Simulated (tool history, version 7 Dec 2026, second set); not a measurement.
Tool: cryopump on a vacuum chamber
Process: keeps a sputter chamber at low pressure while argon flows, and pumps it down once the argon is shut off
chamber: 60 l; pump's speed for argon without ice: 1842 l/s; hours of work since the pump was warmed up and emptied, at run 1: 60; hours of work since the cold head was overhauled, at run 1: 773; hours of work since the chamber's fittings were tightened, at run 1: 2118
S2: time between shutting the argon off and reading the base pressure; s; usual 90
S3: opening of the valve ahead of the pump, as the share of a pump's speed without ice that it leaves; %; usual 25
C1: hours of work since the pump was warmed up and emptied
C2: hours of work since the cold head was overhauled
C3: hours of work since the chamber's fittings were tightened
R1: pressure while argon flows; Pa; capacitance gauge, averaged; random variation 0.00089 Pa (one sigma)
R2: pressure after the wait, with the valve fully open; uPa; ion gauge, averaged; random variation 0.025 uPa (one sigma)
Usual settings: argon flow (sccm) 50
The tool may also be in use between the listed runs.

run 1 hour=0 | argon_flow_(sccm)=50 S2=90 S3=25 | C1=60 C2=773 C3=2118 | R1=0.1846 R2=2.24
run 2 hour=32.9 | argon_flow_(sccm)=50 S2=90 S3=18 | C1=85 C2=798 C3=2143 | R1=0.2561 R2=2.27
run 3 hour=56.6 | argon_flow_(sccm)=50 S2=90 S3=30 | C1=102 C2=815 C3=2160 | R1=0.1555 R2=2.35
run 4 hour=86 | argon_flow_(sccm)=50 S2=90 S3=30 | C1=124 C2=837 C3=2182 | R1=0.1561 R2=2.33
run 5 hour=101.8 | argon_flow_(sccm)=50 S2=90 S3=30 | C1=136 C2=849 C3=2194 | R1=0.1544 R2=2.3
run 6 hour=133.3 | argon_flow_(sccm)=50 S2=90 S3=23 | C1=160 C2=872 C3=2217 | R1=0.2019 R2=2.28
run 7 hour=149.8 | argon_flow_(sccm)=50 S2=90 S3=23 | C1=172 C2=885 C3=2230 | R1=0.2033 R2=2.39
run 8 hour=174 | argon_flow_(sccm)=27 S2=90 S3=23 | C1=190 C2=903 C3=2248 | R1=0.109 R2=2.43
run 9 hour=196.6 | argon_flow_(sccm)=50 S2=34 S3=25 | C1=207 C2=920 C3=2265 | R1=0.1846 R2=3.75
run 10 hour=215.5 | argon_flow_(sccm)=50 S2=90 S3=46 | C1=221 C2=934 C3=2279 | R1=0.1026 R2=2.46
run 11 hour=242.6 | argon_flow_(sccm)=31 S2=90 S3=25 | C1=241 C2=954 C3=2299 | R1=0.1168 R2=2.46
run 12 hour=262 | argon_flow_(sccm)=31 S2=90 S3=25 | C1=255 C2=968 C3=2313 | R1=0.1146 R2=2.47
run 13 hour=282.5 | argon_flow_(sccm)=31 S2=90 S3=25 | C1=271 C2=984 C3=2329 | R1=0.1176 R2=2.42
run 14 hour=309.5 | argon_flow_(sccm)=31 S2=90 S3=25 | C1=291 C2=1004 C3=2349 | R1=0.1159 R2=2.49
run 15 hour=323.5 | argon_flow_(sccm)=54 S2=90 S3=25 | C1=301 C2=1014 C3=2359 | R1=0.2025 R2=2.56
run 16 hour=351.3 | argon_flow_(sccm)=54 S2=90 S3=25 | C1=322 C2=1035 C3=2380 | R1=0.204 R2=2.51
run 17 hour=371.9 | argon_flow_(sccm)=46 S2=70 S3=47 | C1=337 C2=1050 C3=2395 | R1=0.0941 R2=2.79
run 18 hour=396 | argon_flow_(sccm)=46 S2=70 S3=47 | C1=355 C2=1068 C3=2413 | R1=0.0952 R2=2.77
-- hour=420.9 leaking fittings of the chamber tightened, without venting
run 19 hour=424.2 | argon_flow_(sccm)=46 S2=37 S3=47 | C1=375 C2=1088 C3=2 | R1=0.0946 R2=2.19
run 20 hour=457.5 | argon_flow_(sccm)=50 S2=146 S3=39 | C1=400 C2=1113 C3=27 | R1=0.1224 R2=0.71
run 21 hour=480.2 | argon_flow_(sccm)=38 S2=30 S3=18 | C1=417 C2=1130 C3=44 | R1=0.1971 R2=2.69
run 22 hour=500.3 | argon_flow_(sccm)=50 S2=77 S3=37 | C1=432 C2=1145 C3=59 | R1=0.129 R2=1.23
run 23 hour=518.7 | argon_flow_(sccm)=88 S2=24 S3=19 | C1=445 C2=1158 C3=73 | R1=0.435 R2=3.41
run 24 hour=549.9 | argon_flow_(sccm)=88 S2=24 S3=19 | C1=469 C2=1182 C3=96 | R1=0.4335 R2=3.34
run 25 hour=582.3 | argon_flow_(sccm)=52 S2=119 S3=19 | C1=493 C2=1206 C3=120 | R1=0.2572 R2=0.93
run 26 hour=604.6 | argon_flow_(sccm)=26 S2=22 S3=25 | C1=509 C2=1222 C3=137 | R1=0.0987 R2=3.68
run 27 hour=626.5 | argon_flow_(sccm)=65 S2=109 S3=16 | C1=526 C2=1239 C3=153 | R1=0.3837 R2=0.97
run 28 hour=660.2 | argon_flow_(sccm)=31 S2=109 S3=46 | C1=551 C2=1264 C3=178 | R1=0.0674 R2=0.97
run 29 hour=678.5 | argon_flow_(sccm)=45 S2=61 S3=27 | C1=564 C2=1277 C3=192 | R1=0.1584 R2=1.54
run 30 hour=703.4 | argon_flow_(sccm)=50 S2=176 S3=18 | C1=583 C2=1296 C3=211 | R1=0.2633 R2=0.81
run 31 hour=720.8 | argon_flow_(sccm)=25 S2=176 S3=18 | C1=596 C2=1309 C3=224 | R1=0.1322 R2=0.79

Hidden state or all else? Some run-to-run changes of R1, split into what the settings, what came in and random variation would give without the hidden state, and what is left for the hidden state (with any gauge scatter that isn't in both results):
The hidden state here: pump's speed, % of a pump's without ice; cold plate's temperature, K; leak into the chamber, uPa l/s; drift of the gauge itself on working_pa, %; drift of the gauge itself on base_upa, %.
Run 22 -> 23: argon flow (sccm) 50 -> 88, S2 77 -> 24, S3 37 -> 19. R1 +0.306 Pa: hidden state +0.0046, all else +0.3014.
Run 26 -> 27: argon flow (sccm) 26 -> 65, S2 22 -> 109, S3 25 -> 16. R1 +0.285 Pa: hidden state +0.0056, all else +0.2794.
Run 27 -> 28: argon flow (sccm) 65 -> 31, S3 16 -> 46. R1 -0.3163 Pa: hidden state -0.0046, all else -0.3117.

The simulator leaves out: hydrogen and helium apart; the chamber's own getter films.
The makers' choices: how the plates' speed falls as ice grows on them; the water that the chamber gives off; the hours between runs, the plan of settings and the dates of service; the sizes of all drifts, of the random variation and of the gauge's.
